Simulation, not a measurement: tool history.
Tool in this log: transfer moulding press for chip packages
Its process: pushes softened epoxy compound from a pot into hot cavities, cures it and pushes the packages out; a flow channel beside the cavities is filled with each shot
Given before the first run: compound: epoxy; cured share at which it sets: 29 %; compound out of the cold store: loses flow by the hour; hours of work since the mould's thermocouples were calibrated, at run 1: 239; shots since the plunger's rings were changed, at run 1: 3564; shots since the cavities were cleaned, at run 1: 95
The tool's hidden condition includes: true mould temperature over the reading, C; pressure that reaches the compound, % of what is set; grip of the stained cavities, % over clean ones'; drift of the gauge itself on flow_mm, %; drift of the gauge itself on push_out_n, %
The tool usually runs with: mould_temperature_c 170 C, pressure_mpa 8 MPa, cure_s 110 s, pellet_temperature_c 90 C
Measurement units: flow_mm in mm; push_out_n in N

run   hour  mould_temperature_c  pressure_mpa  cure_s  pellet_temperature_c  hours of work since the mould's thermocouples were calibrated  shots since the plunger's rings were changed  shots since the cavities were cleaned  incoming compound's hours out of the cold store  flow_mm  push_out_n
  1      0                  170             8     110                    90                                                            239                                          3564                                     95                                             18.7      849         551
      31.1  -- cavities cleaned with cleaning compound and waxed
  2   44.8                  170             8     110                    90                                                            272                                          4139                                    183                                             46.8      757         582
      71.4  -- cavities cleaned with cleaning compound and waxed
     114.6  -- cavities cleaned with cleaning compound and waxed
     125.6  -- plunger's sealing rings changed
  3  130.3                  170             8     110                    90                                                            331                                            62                                    176                                              8.7      904         643
     159.5  -- cavities cleaned with cleaning compound and waxed
  4  190.5                  170             8     110                    90                                                            375                                           842                                    412                                             16.7      873         703
     200.5  -- cavities cleaned with cleaning compound and waxed
     237.2  -- mould's thermocouples calibrated
       243  -- cavities cleaned with cleaning compound and waxed
  5  277.1                  169             8     110                    90                                                             29                                          1925                                    453                                             29.5      827         798
     285.5  -- cavities cleaned with cleaning compound and waxed
     324.6  -- cavities cleaned with cleaning compound and waxed
  6  325.8                  169             8     140                    90                                                             63                                          2532                                     16                                             11.9      886         383
       363  -- cavities cleaned with cleaning compound and waxed
  7  385.6                  169             8     140                    90                                                            106                                          3307                                    301                                               15      871         480
     399.9  -- cavities cleaned with cleaning compound and waxed
     440.2  -- cavities cleaned with cleaning compound and waxed
  8  462.2                  169             8     140                    90                                                            161                                          4285                                    293                                             46.9      761         478
     478.9  -- cavities cleaned with cleaning compound and waxed
  9  508.7                  175             8     110                    90                                                            195                                          4883                                    397                                             44.3      741         539
     518.8  -- cavities cleaned with cleaning compound and waxed
       530  -- plunger's sealing rings changed
       564  -- cavities cleaned with cleaning compound and waxed
 10  573.3                  169             8     110                    90                                                            239                                           555                                    123                                             42.2      795         598
     606.6  -- cavities cleaned with cleaning compound and waxed
     649.7  -- cavities cleaned with cleaning compound and waxed
 11  649.7                  169             8     110                    90                                                            294                                          1530                                      0                                             17.9      866         515
     686.7  -- cavities cleaned with cleaning compound and waxed
 12    700                  170             8     100                    90                                                            330                                          2179                                    178                                             23.2      838         728
     724.7  -- cavities cleaned with cleaning compound and waxed
     762.4  -- cavities cleaned with cleaning compound and waxed
 13  795.8                  170             8     100                    90                                                            400                                          3411                                    444                                             21.3      841         891
       806  -- cavities cleaned with cleaning compound and waxed
     814.9  -- mould's thermocouples calibrated
     848.3  -- cavities cleaned with cleaning compound and waxed
 14  852.1                  170             8     100                    90                                                             27                                          4093                                     51                                             42.3      777         634
     889.2  -- cavities cleaned with cleaning compound and waxed
     928.1  -- plunger's sealing rings changed
     929.6  -- cavities cleaned with cleaning compound and waxed
 15  957.8                  170             8     100                    90                                                            102                                           375                                    375                                             31.3      825         913
       966  -- cavities cleaned with cleaning compound and waxed
      1003  -- cavities cleaned with cleaning compound and waxed
     1039.8  -- cavities cleaned with cleaning compound and waxed
 16   1056                  175          8.44     117                    87                                                            171                                          1619                                    215                                             16.9      871         450

Run 17 has not been measured yet. What should we expect?
     1078.3  -- cavities cleaned with cleaning compound and waxed
 17  1112.2                  175          8.44     117                    87                                                            212                                          2345                                    450                                              8.9        ?           ?

{"run 17": {"flow_mm": 891, "push_out_n": 523}}
Without the tool's hidden state the same run would have given flow_mm 908 mm, push_out_n 348 N.
